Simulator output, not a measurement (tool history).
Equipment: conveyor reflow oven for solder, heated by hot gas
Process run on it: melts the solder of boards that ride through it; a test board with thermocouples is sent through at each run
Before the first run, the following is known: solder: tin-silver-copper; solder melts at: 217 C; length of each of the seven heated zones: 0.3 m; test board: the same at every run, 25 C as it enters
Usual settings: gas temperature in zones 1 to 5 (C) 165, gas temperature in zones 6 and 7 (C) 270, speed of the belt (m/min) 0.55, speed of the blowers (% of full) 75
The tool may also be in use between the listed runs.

run	hour	gas temperature in zones 1 to 5 (C)	gas temperature in zones 6 and 7 (C)	speed of the belt (m/min)	speed of the blowers (% of full)	highest temperature of the board (C)	time above the solder's melting point (s)
1	0	165	270	0.55	75	253.9	48.9
2	9.6	165	270	0.55	75	253.6	48.9
3	14.8	165	270	0.55	75	254.7	48.4
4	19.6	165	270	0.55	75	254.5	48.1
5	26.2	165	270	0.55	75	254.1	48.1
6	32.8	165	270	0.55	75	253.7	48.5
7	41.5	165	270	0.55	75	253.9	48
8	47.5	165	270	0.55	75	253.1	48.3
9	54.2	165	270	0.55	56	245.9	41.5
10	63.4	165	270	0.55	56	246.7	41.7
11	67.3	165	270	0.55	56	246.9	42.1
12	77.1	165	270	0.55	56	246.1	41.7
13	81.3	165	270	0.55	56	246.3	41.4
14	88.7	165	270	0.55	56	247.7	41.4
15	95.6	162	270	0.55	56	245.6	40.1
16	99.6	163	279	0.637	76	257.1	41.7
17	106.6	163	279	0.637	76	256.1	41.5
18	111.5	165	260	0.59	75	242.7	37.4
19	121	165	261	0.495	87	250.9	53.7
20	130.3	165	261	0.495	87	251.8	54.1
21	139.4	173	284	0.591	75	265	52.4
22	144.8	173	284	0.659	63	255.5	41.2
23	152.9	160	270	0.462	75	258.9	61
24	162.5	160	270	0.653	81	249	35.9
25	169.1	153	264	0.549	81	248.8	41.9
26	173.4	153	264	0.645	58	232.4	21.1
27	178.1	176	269	0.517	71	255.7	56
28	183.5	176	283	0.452	50	263.8	68.1
29	189	176	283	0.452	50	263.5	69
30	195.4	176	283	0.452	50	265.3	68.7

Each row is a separate what-if for the run after 30, all from the same tool condition, not one after another. Results?
A	203.8	176	283	0.507	50	?	?
B	203.8	160	264	0.471	75	?	?
C	203.8	176	282	0.503	69	?	?
D	203.8	162	261	0.452	67	?	?

run	highest temperature of the board (C)	time above the solder's melting point (s)
A	260.2	57.9
B	251	54
C	267.8	62.6
D	248.3	54.4
What these runs would have given with no unlogged condition in the tool:
run	highest temperature of the board (C)	time above the solder's melting point (s)
A	260.6	57.4
B	251.8	53.9
C	268.5	62.1
D	248.9	54.3
